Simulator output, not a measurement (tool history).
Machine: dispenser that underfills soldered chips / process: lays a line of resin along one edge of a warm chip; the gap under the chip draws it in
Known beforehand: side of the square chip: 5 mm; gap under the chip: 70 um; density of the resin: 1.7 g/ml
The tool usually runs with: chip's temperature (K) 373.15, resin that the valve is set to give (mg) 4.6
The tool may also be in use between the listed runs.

| run | hour | chip's temperature (K) | resin that the valve is set to give (mg) | time until the resin shows at the far edge (s) | resin that the valve gave (mg) |
|---|---|---|---|---|---|
| 1 | 0 | 373.15 | 4.6 | 16.3 | 4.58 |
|  | 7 | new syringe of resin |
|  | 16.3 | new syringe of resin |
| 2 | 16.3 | 365.15 | 4.6 | 20 | 4.57 |
|  | 25 | new syringe of resin |
| 3 | 27.1 | 373.15 | 4.6 | 16.1 | 4.52 |
|  | 34.8 | new syringe of resin |
| 4 | 37 | 373.15 | 5.57 | 16.5 | 5.48 |
|  | 43.9 | new syringe of resin |
| 5 | 49.9 | 373.15 | 4.41 | 19.5 | 4.32 |
|  | 52.5 | new syringe of resin |
|  | 61.1 | new syringe of resin |
| 6 | 64.3 | 373.15 | 4.6 | 17.5 | 4.48 |
|  | 67.2 | dispensing valve cleaned and set on the balance |
|  | 71.4 | new syringe of resin |
| 7 | 74.9 | 373.15 | 4.6 | 18 | 4.57 |
|  | 79.8 | stage's temperature calibrated |
|  | 81 | new syringe of resin |
| 8 | 87.7 | 369.15 | 4.6 | 24.5 | 4.59 |
|  | 90.8 | new syringe of resin |
|  | 100.1 | new syringe of resin |
| 9 | 103.9 | 373.15 | 5.85 | 17.9 | 5.79 |
|  | 108.8 | new syringe of resin |
| 10 | 111.4 | 373.15 | 5.85 | 17.5 | 5.82 |
|  | 117.6 | new syringe of resin |
| 11 | 123.9 | 373.15 | 5.85 | 19.4 | 5.77 |
|  | 126.4 | new syringe of resin |
|  | 135.5 | new syringe of resin |
| 12 | 140.8 | 373.15 | 4.92 | 19.3 | 4.82 |
|  | 145.1 | new syringe of resin |
|  | 153.7 | new syringe of resin |
| 13 | 155.6 | 373.15 | 4.92 | 17.1 | 4.82 |
|  | 162.8 | new syringe of resin |
|  | 171.3 | new syringe of resin |
| 14 | 171.3 | 388.15 | 5.85 | 9.3 | 5.73 |
|  | 178.6 | dispensing valve cleaned and set on the balance |
| 15 | 180 | 388.15 | 5.85 | 12.9 | 5.84 |
|  | 181.8 | new syringe of resin |
| 16 | 187.8 | 383.15 | 4.7 | 14.6 | 4.66 |
|  | 190.9 | new syringe of resin |
|  | 200.3 | new syringe of resin |
| 17 | 204.4 | 383.15 | 4.7 | 13.2 | 4.67 |
|  | 209.3 | new syringe of resin |
| 18 | 216 | 383.15 | 4.7 | 14.9 | 4.66 |
|  | 218.3 | new syringe of resin |
| 19 | 223.9 | 384.15 | 5.32 | 12.9 | 5.26 |
|  | 227.1 | new syringe of resin |
| 20 | 232.8 | 376.15 | 4.66 | 17.8 | 4.6 |
|  | 236.1 | new syringe of resin |
|  | 245.8 | new syringe of resin |
| 21 | 248.9 | 363.15 | 4.6 | 24.7 | 4.52 |
|  | 254.6 | new syringe of resin |
| 22 | 260.4 | 388.15 | 4.73 | 12.3 | 4.63 |
|  | 263.9 | new syringe of resin |
| 23 | 268.4 | 366.15 | 4.53 | 24.4 | 4.43 |
|  | 272.5 | new syringe of resin |
| 24 | 280.4 | 361.15 | 3.95 | 35.1 | 3.85 |
|  | 282.1 | new syringe of resin |
|  | 288.5 | dispensing valve cleaned and set on the balance |
| 25 | 289.5 | 361.15 | 4.27 | 31.8 | 4.25 |

5 options for the next run, each taken on its own from the tool as it stands now. Forecast them:
|  | 291.8 | new syringe of resin |
| A | 296.7 | 366.15 | 4.29 | ? | ? |
|  | 291.8 | new syringe of resin |
| B | 296.7 | 374.15 | 5.39 | ? | ? |
|  | 291.8 | new syringe of resin |
| C | 296.7 | 378.15 | 5.32 | ? | ? |
|  | 291.8 | new syringe of resin |
| D | 296.7 | 359.15 | 5.7 | ? | ? |
|  | 291.8 | new syringe of resin |
| E | 296.7 | 381.15 | 4.6 | ? | ? |

| run | time until the resin shows at the far edge (s) | resin that the valve gave (mg) |
|---|---|---|
| A | 24.9 | 4.29 |
| B | 18 | 5.38 |
| C | 16 | 5.29 |
| D | 31.3 | 5.69 |
| E | 15.3 | 4.59 |
Without the tool's unlogged condition, the same runs would have read:
| run | time until the resin shows at the far edge (s) | resin that the valve gave (mg) |
|---|---|---|
| A | 20.3 | 4.3 |
| B | 14.7 | 5.39 |
| C | 13.1 | 5.3 |
| D | 25.5 | 5.7 |
| E | 12.6 | 4.6 |
